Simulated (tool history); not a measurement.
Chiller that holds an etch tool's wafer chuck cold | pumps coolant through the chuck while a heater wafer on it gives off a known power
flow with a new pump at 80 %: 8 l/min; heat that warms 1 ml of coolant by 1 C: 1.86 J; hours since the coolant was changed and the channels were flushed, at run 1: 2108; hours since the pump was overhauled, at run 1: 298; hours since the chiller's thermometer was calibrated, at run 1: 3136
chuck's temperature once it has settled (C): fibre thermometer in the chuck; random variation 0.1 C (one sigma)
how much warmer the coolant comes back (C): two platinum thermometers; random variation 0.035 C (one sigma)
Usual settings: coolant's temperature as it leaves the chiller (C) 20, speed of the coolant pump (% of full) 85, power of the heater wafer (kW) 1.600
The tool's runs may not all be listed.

run,hour,coolant's temperature as it leaves the chiller (C),speed of the coolant pump (% of full),power of the heater wafer (kW),hours since the coolant was changed and the channels were flushed,hours since the pump was overhauled,hours since the chiller's thermometer was calibrated,chuck's temperature once it has settled (C),how much warmer the coolant comes back (C)
1,0.0,20,85,1.600,2108,298,3136,36.9,6.21
# hour 10.6: chiller's thermometer calibrated
2,23.9,20,99,1.600,2131,321,13,35.4,5.24
3,54.4,20,99,1.600,2161,351,44,35.4,5.20
4,70.7,20,99,1.600,2178,368,60,35.4,5.36
5,93.7,20,99,1.600,2201,391,83,35.5,5.30
6,109.1,20,99,1.600,2216,406,99,35.4,5.34
7,135.3,20,85,0.922,2242,432,125,29.6,3.54
# hour 156.0: chiller's thermometer calibrated, once more
8,159.7,14,85,0.922,2266,455,4,24.3,3.57
9,173.6,20,84,1.600,2279,469,18,38.0,6.26
10,190.4,20,84,1.600,2296,486,34,38.0,6.22
11,211.5,20,84,1.600,2317,507,56,38.0,6.23
12,232.3,20,85,1.435,2338,528,76,35.9,5.53
13,255.6,20,85,1.435,2361,551,100,36.1,5.56
14,271.4,27,85,1.600,2377,567,115,44.9,6.14
15,286.2,27,85,1.600,2392,582,130,45.1,6.11
16,308.8,16,86,1.600,2415,605,153,33.7,6.11
17,336.7,16,86,1.600,2443,632,181,33.7,6.13
18,359.2,16,86,1.600,2465,655,203,34.1,6.15
19,373.8,20,100,1.600,2480,670,218,36.4,5.33
20,397.7,17,85,1.356,2504,694,242,32.1,5.24
21,427.6,17,65,1.356,2534,723,272,34.8,6.79
22,442.7,16,70,1.161,2549,739,287,30.7,5.42
23,464.2,13,85,1.165,2570,760,308,26.3,4.47
24,479.3,14,63,2.176,2585,775,323,43.3,11.28
25,499.9,14,63,2.176,2606,796,344,43.5,11.39
26,512.9,26,67,2.156,2619,809,357,54.4,10.52

Forecast each of these 3 alternatives for the next run:
A,542.8,20,61,1.481,2649,839,387,?,?
B,542.8,20,68,1.600,2649,839,387,?,?
C,542.8,12,94,2.194,2649,839,387,?,?

run,chuck's temperature once it has settled (C),how much warmer the coolant comes back (C)
A,40.4,7.94
B,40.6,7.72
C,35.6,7.78
Without the tool's hidden state the same runs would have given:
run,chuck's temperature once it has settled (C),how much warmer the coolant comes back (C)
A,38.3,7.78
B,38.4,7.56
C,33.0,7.61
